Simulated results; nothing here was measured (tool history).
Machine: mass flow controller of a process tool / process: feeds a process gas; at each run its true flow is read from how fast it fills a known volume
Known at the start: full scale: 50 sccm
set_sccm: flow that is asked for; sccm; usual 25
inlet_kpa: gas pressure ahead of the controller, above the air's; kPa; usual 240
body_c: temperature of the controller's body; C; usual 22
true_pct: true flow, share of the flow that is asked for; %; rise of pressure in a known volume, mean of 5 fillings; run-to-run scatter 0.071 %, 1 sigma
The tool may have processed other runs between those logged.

run	day	set_sccm	inlet_kpa	body_c	true_pct
1	0.000	25	240	22	98.87
2	5.754	25	140	22	98.62
3	13.171	25	240	22	98.49
4	17.692	25	240	22	98.77
5	23.638	25	240	22	98.54
6	29.967	25	240	22	98.58
7	34.046	25	217	22	98.38
8	39.654	25	217	22	98.45
9	45.233	25	217	22	98.32
10	48.858	25	217	22	98.32
11	56.338	7	240	22	95.70
12	62.929	7	240	22	95.64
13	68.583	48	212	37	99.81
14	73.046	48	212	37	99.73
15	79.904	11	174	22	96.52
16	86.629	27	165	22	98.12
17	94.529	6	164	22	94.14
18	99.500	25	156	26	98.00
19	105.471	25	156	26	98.20
20	108.933	11	240	21	96.20
21	113.188	11	240	21	96.09
22	118.375	11	201	21	95.85
23	125.721	7	144	21	94.11

Below are 3 alternative next runs, each starting from the tool's condition after run 23. Predict each:
A	130.088	25	240	38	?
B	130.088	10	206	30	?
C	130.088	25	211	20	?

run	true_pct
A	98.45
B	96.04
C	97.53
Take away the tool's hidden state, keep each run's random variation, and the runs would have read:
run	true_pct
A	100.22
B	99.70
C	99.29

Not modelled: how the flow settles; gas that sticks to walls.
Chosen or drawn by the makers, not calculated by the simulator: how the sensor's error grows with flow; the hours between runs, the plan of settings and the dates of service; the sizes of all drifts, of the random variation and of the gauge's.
